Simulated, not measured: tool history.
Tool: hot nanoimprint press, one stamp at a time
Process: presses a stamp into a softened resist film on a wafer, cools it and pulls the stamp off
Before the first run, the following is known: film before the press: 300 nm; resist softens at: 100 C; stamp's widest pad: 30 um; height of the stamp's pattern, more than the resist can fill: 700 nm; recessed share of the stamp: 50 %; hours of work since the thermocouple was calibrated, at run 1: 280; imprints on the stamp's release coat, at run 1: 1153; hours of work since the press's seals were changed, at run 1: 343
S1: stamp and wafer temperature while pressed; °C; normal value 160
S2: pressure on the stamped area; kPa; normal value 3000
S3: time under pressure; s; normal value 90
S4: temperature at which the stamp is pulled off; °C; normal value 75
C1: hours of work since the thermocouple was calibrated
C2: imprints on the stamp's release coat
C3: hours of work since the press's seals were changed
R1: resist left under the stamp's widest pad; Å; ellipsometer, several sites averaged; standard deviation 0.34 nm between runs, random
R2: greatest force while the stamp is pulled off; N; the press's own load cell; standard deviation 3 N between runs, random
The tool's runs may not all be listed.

run 1 hour=0 | S1=160 S2=3000 S3=90 S4=75 | C1=280 C2=1153 C3=343 | R1=1358 R2=206
-- hour=11.4 stamp cleaned and given a new release coat
run 2 hour=36.1 | S1=160 S2=3000 S3=90 S4=75 | C1=297 C2=75 C3=360 | R1=1367 R2=149
-- hour=41 plate thermocouple calibrated
run 3 hour=62.5 | S1=160 S2=3000 S3=90 S4=75 | C1=12 C2=147 C3=372 | R1=1328 R2=147
run 4 hour=92.6 | S1=172 S2=3000 S3=90 S4=75 | C1=28 C2=239 C3=389 | R1=947 R2=150
run 5 hour=122.3 | S1=160 S2=3000 S3=90 S4=75 | C1=45 C2=330 C3=405 | R1=1342 R2=159
run 6 hour=139.2 | S1=160 S2=3000 S3=90 S4=75 | C1=54 C2=381 C3=414 | R1=1340 R2=155
run 7 hour=155.5 | S1=160 S2=3000 S3=90 S4=75 | C1=63 C2=431 C3=423 | R1=1337 R2=160
run 8 hour=173.4 | S1=171 S2=3000 S3=90 S4=75 | C1=73 C2=486 C3=433 | R1=977 R2=159
run 9 hour=196.9 | S1=171 S2=3000 S3=90 S4=75 | C1=85 C2=558 C3=446 | R1=974 R2=157
run 10 hour=222.2 | S1=160 S2=3000 S3=90 S4=79 | C1=99 C2=635 C3=460 | R1=1345 R2=157
run 11 hour=240 | S1=160 S2=3000 S3=90 S4=75 | C1=109 C2=690 C3=470 | R1=1353 R2=174
run 12 hour=259.9 | S1=160 S2=3000 S3=90 S4=75 | C1=120 C2=751 C3=481 | R1=1351 R2=173
run 13 hour=274 | S1=160 S2=3000 S3=90 S4=75 | C1=128 C2=794 C3=488 | R1=1348 R2=184
run 14 hour=306.5 | S1=160 S2=3000 S3=90 S4=75 | C1=146 C2=893 C3=506 | R1=1358 R2=188
run 15 hour=324 | S1=160 S2=3000 S3=90 S4=75 | C1=155 C2=947 C3=516 | R1=1357 R2=189
-- hour=352.6 press's hydraulic seals changed and the load cell set to zero
run 16 hour=363.7 | S1=160 S2=3000 S3=90 S4=75 | C1=173 C2=1044 C3=6 | R1=1333 R2=191
run 17 hour=379.7 | S1=160 S2=2000 S3=61 S4=66 | C1=181 C2=1092 C3=15 | R1=1834 R2=236
run 18 hour=394.7 | S1=160 S2=3000 S3=90 S4=75 | C1=189 C2=1138 C3=23 | R1=1332 R2=202
-- hour=409.3 stamp cleaned and given a new release coat
run 19 hour=427.6 | S1=160 S2=3000 S3=90 S4=75 | C1=204 C2=56 C3=38 | R1=1340 R2=150
run 20 hour=442.8 | S1=160 S2=3000 S3=90 S4=75 | C1=213 C2=102 C3=46 | R1=1347 R2=143
run 21 hour=457.2 | S1=152 S2=1860 S3=90 S4=64 | C1=221 C2=146 C3=54 | R1=2089 R2=179
run 22 hour=479.3 | S1=160 S2=2500 S3=90 S4=73 | C1=233 C2=214 C3=66 | R1=1476 R2=152
run 23 hour=498.6 | S1=160 S2=2500 S3=90 S4=73 | C1=243 C2=273 C3=77 | R1=1477 R2=164
run 24 hour=528.6 | S1=168 S2=2650 S3=119 S4=76 | C1=260 C2=365 C3=93 | R1=1027 R2=157
run 25 hour=543.3 | S1=165 S2=3660 S3=135 S4=67 | C1=268 C2=410 C3=101 | R1=894 R2=191
run 26 hour=577.2 | S1=160 S2=1870 S3=90 S4=73 | C1=286 C2=513 C3=120 | R1=1703 R2=177
run 27 hour=593 | S1=160 S2=1870 S3=90 S4=73 | C1=295 C2=561 C3=128 | R1=1705 R2=175
-- hour=601.4 plate thermocouple calibrated
run 28 hour=614.2 | S1=160 S2=3000 S3=106 S4=75 | C1=7 C2=617 C3=138 | R1=1247 R2=167
run 29 hour=633.6 | S1=152 S2=3120 S3=58 S4=73 | C1=18 C2=676 C3=149 | R1=1887 R2=180
run 30 hour=652.1 | S1=152 S2=3120 S3=58 S4=73 | C1=28 C2=733 C3=159 | R1=1883 R2=180
run 31 hour=683.3 | S1=160 S2=3000 S3=51 S4=75 | C1=45 C2=828 C3=176 | R1=1606 R2=175

Entry by entry between the runs, the difference in hidden state between the last listed run before and the first listed run after:
From run 1 to run 2: stamp cleaned and given a new release coat (hour 11.4)
  true temperature over the reading, C: -0.66 -> -0.71; pressure that arrives at the usual setting, %: 97.33 -> 97.22; grip of the stamp's worn release coat, % over a new coat's: 41.3 -> 2.5
  what was measured, less what the result would be without the hidden state, R1: +46 -> +49 Å; R2: +63 -> +6 N
From run 2 to run 3: plate thermocouple calibrated (hour 41)
  true temperature over the reading, C: -0.71 -> -0.04; pressure that arrives at the usual setting, %: 97.22 -> 97.14; grip of the stamp's worn release coat, % over a new coat's: 2.5 -> 4.9
  what was measured, less what the result would be without the hidden state, R1: +49 -> +22 Å; R2: +6 -> +7 N
From run 15 to run 16: press's hydraulic seals changed and the load cell set to zero (hour 352.6)
  true temperature over the reading, C: -0.44 -> -0.49; pressure that arrives at the usual setting, %: 96.16 -> 99.37; grip of the stamp's worn release coat, % over a new coat's: 33.5 -> 37.2
  what was measured, less what the result would be without the hidden state, R1: +45 -> +24 Å; R2: +49 -> +54 N
From run 18 to run 19: stamp cleaned and given a new release coat (hour 409.3)
  true temperature over the reading, C: -0.53 -> -0.57; pressure that arrives at the usual setting, %: 99.26 -> 99.16; grip of the stamp's worn release coat, % over a new coat's: 40.8 -> 1.9
  what was measured, less what the result would be without the hidden state, R1: +27 -> +29 Å; R2: +60 -> +4 N
From run 27 to run 28: plate thermocouple calibrated (hour 601.4)
  true temperature over the reading, C: -0.84 -> 0.05; pressure that arrives at the usual setting, %: 98.52 -> 98.45; grip of the stamp's worn release coat, % over a new coat's: 19.3 -> 21.3
  what was measured, less what the result would be without the hidden state, R1: +45 -> +8 Å; R2: +31 -> +29 N

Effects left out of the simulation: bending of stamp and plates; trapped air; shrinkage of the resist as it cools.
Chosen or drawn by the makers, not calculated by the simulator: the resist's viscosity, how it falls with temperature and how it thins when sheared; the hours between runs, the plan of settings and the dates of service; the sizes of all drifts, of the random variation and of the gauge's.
